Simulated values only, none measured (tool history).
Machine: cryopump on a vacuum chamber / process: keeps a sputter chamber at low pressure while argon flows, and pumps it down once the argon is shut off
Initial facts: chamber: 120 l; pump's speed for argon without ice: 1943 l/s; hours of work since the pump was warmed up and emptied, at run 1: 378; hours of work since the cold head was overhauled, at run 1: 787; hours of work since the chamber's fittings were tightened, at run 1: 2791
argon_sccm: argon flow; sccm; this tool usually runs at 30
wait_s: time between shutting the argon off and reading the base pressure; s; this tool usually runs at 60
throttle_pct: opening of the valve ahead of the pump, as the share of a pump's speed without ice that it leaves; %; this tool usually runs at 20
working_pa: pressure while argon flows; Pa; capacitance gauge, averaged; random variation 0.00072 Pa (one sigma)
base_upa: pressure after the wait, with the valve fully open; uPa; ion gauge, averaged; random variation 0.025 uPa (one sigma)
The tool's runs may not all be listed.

run    hour  argon_sccm  wait_s  throttle_pct  hours of work since the pump was warmed up and emptied  hours of work since the cold head was overhauled  hours of work since the chamber's fittings were tightened  working_pa  base_upa
  1     0.0          30      60            20                                                     378                                               787                                                       2791      0.1352      2.66
  2    48.7          30      60            20                                                     398                                               806                                                       2811      0.1343      2.76
       64.7  -- pump warmed up, emptied and cooled again
  3    87.9          30      60            20                                                       9                                               820                                                       2825      0.1313      2.44
  4   128.8          18      60            20                                                      26                                               837                                                       2841      0.0781      2.39
  5   178.3          18      60            20                                                      46                                               857                                                       2861      0.0799      2.42
  6   237.0          18      60            20                                                      70                                               881                                                       2885      0.0798      2.46
  7   263.0          18      60            20                                                      80                                               891                                                       2896      0.0787      2.55
      276.8  -- leaking fittings of the chamber tightened, without venting
  8   305.1          18      60            20                                                      97                                               908                                                         11      0.0796      0.94
  9   334.6          18      60            20                                                     109                                               919                                                         23      0.0800      1.04
 10   382.1          30      60            16                                                     128                                               939                                                         43      0.1650      1.06
 11   442.3          30      60            16                                                     152                                               963                                                         67      0.1660      1.03
 12   489.3          30      23            16                                                     171                                               982                                                         86      0.1640      2.38
 13   520.0          30      60            20                                                     184                                               995                                                         99      0.1343      1.02
 14   576.8          30      25            20                                                     207                                              1018                                                        122      0.1337      2.22
 15   628.7          30      25            20                                                     228                                              1039                                                        143      0.1339      2.26
 16   687.7          30      25            20                                                     252                                              1063                                                        167      0.1346      2.18
 17   715.0          30      25            20                                                     263                                              1074                                                        178      0.1332      2.29
 18   758.7          30      25            20                                                     281                                              1092                                                        196      0.1343      2.29
 19   819.0          30      25            20                                                     305                                              1116                                                        220      0.1348      2.24
 20   858.9          30      28            58                                                     321                                              1132                                                        236      0.0485      2.04
 21   913.7          31      96            20                                                     344                                              1154                                                        258      0.1393      0.91
 22   950.4          27      27            20                                                     359                                              1169                                                        273      0.1225      2.10
 23  1009.7          27      27            20                                                     383                                              1193                                                        297      0.1225      2.13
     1065.5  -- pump warmed up, emptied and cooled again
 24  1071.0          14      90            32                                                       2                                              1216                                                        320      0.0383      0.87
 25  1131.6          14      90            32                                                      27                                              1241                                                        345      0.0384      0.90
 26  1189.5          20     150            19                                                      50                                              1264                                                        368      0.0919      0.74
 27  1247.9          26     150            19                                                      74                                              1288                                                        392      0.1203      0.74
 28  1304.8          19     220            16                                                      97                                              1311                                                        415      0.1052      0.65
 29  1353.1          19     220            16                                                     117                                              1331                                                        435      0.1039      0.66
 30  1412.4          38      42            22                                                     141                                              1355                                                        459      0.1532      1.58
 31  1470.7          38      42            22                                                     164                                              1379                                                        482      0.1538      1.58
 32  1527.7          38      42            22                                                     188                                              1402                                                        506      0.1516      1.63
 33  1566.5          38      42            22                                                     203                                              1417                                                        521      0.1534      1.64

Predict each of these 5 candidate next runs independently; none follows another, all start after run 33:
  A  1617.4          60      25            23                                                     224                                              1438                                                        542           ?         ?
  B  1617.4          21      70            41                                                     224                                              1438                                                        542           ?         ?
  C  1617.4          38     220            31                                                     224                                              1438                                                        542           ?         ?
  D  1617.4          12     229            48                                                     224                                              1438                                                        542           ?         ?
  E  1617.4          38     141            28                                                     224                                              1438                                                        542           ?         ?

run  working_pa  base_upa
  A      0.2344      2.46
  B      0.0473      1.14
  C      0.1107      0.76
  D      0.0231      0.74
  E      0.1207      0.89
Stripped of hidden state, with their random variation kept, the same runs would have yielded:
run  working_pa  base_upa
  A      0.2281      2.10
  B      0.0450      0.79
  C      0.1067      0.40
  D      0.0219      0.38
  E      0.1167      0.51
